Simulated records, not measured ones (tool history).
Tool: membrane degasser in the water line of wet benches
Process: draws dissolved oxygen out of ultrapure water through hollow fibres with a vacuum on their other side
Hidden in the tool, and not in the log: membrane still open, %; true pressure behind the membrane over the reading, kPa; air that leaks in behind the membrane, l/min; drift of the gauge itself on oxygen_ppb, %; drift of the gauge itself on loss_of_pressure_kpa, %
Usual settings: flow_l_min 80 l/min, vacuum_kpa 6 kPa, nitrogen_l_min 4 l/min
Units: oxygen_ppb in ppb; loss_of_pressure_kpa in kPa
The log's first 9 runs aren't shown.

run	hour	flow_l_min	vacuum_kpa	nitrogen_l_min	hours since the membrane was changed	hours since the vacuum gauge was calibrated	hours since the vacuum lines were made tight	oxygen_ppb	loss_of_pressure_kpa
10	679.6	80	6	11.91	857	1381	6789	78.2	52.35
11	731.8	80	6	4	909	1433	6841	153.9	52.52
12	813.3	80	6	4	991	1515	6923	156.1	52.32
13	909.1	80	6	4	1086	1610	7019	154.5	52.09
14	995.4	80	6	4	1173	1697	7105	159.1	52.49
15	1093.5	80	6	4	1271	1795	7203	154.4	52.06
16	1208.3	80	6	4	1386	1910	7318	156.4	52.24
17	1301.5	100	10.54	11.23	1479	2003	7411	204.5	64.99
18	1404.8	100	10.54	11.23	1582	2106	7514	207.6	64.81
19	1492	73	7.5	6.94	1669	2193	7602	132.3	47.01
20	1550.2	73	7.5	6.94	1727	2252	7660	134.8	47.38
21	1627.3	90	4.03	1.96	1805	2329	7737	118.2	57.87
22	1716.6	80	6	7.21	1894	2418	7826	106.8	51.79
23	1770.4	80	6	4.22	1948	2472	7880	151	52.11
24	1871.5	80	6	4.22	2049	2573	7981	150.7	51.6
25	1945.3	79	9.86	4	2123	2647	8055	309.2	50.81
# hour 2021.1: gauge calibrated
26	2026.4	86	9.86	4	2204	2728	8136	342.1	57.47
27	2140.8	58	9.86	4	2318	2842	8250	233.6	38.41
28	2244.3	58	9.86	4	2422	2946	8354	233.1	37.93
29	2338.3	58	9.86	4	2516	3040	8448	231.6	38.5
30	2389.6	58	9.86	4	2567	3091	8499	233.3	38.02
31	2460.7	124	9.86	4	2638	3162	8570	501	82.22
32	2569.5	77	11.4	8.55	2747	3271	8679	200.6	51.17

Forecast each of these 4 alternatives for the next run:
A	2677.8	80	7.47	8.02	2855	3379	8787	?	?
B	2677.8	77	11.4	2.71	2855	3379	8787	?	?
C	2677.8	80	6	5.4	2855	3379	8787	?	?
D	2677.8	83	7.74	7.24	2855	3379	8787	?	?

run	oxygen_ppb	loss_of_pressure_kpa
A	132.2	52.5
B	503.1	50.51
C	127.1	52.55
D	152.8	54.28
Without the tool's hidden state the same runs would have given:
run	oxygen_ppb	loss_of_pressure_kpa
A	132.1	52.95
B	503.1	50.94
C	127	53.01
D	152.8	54.75
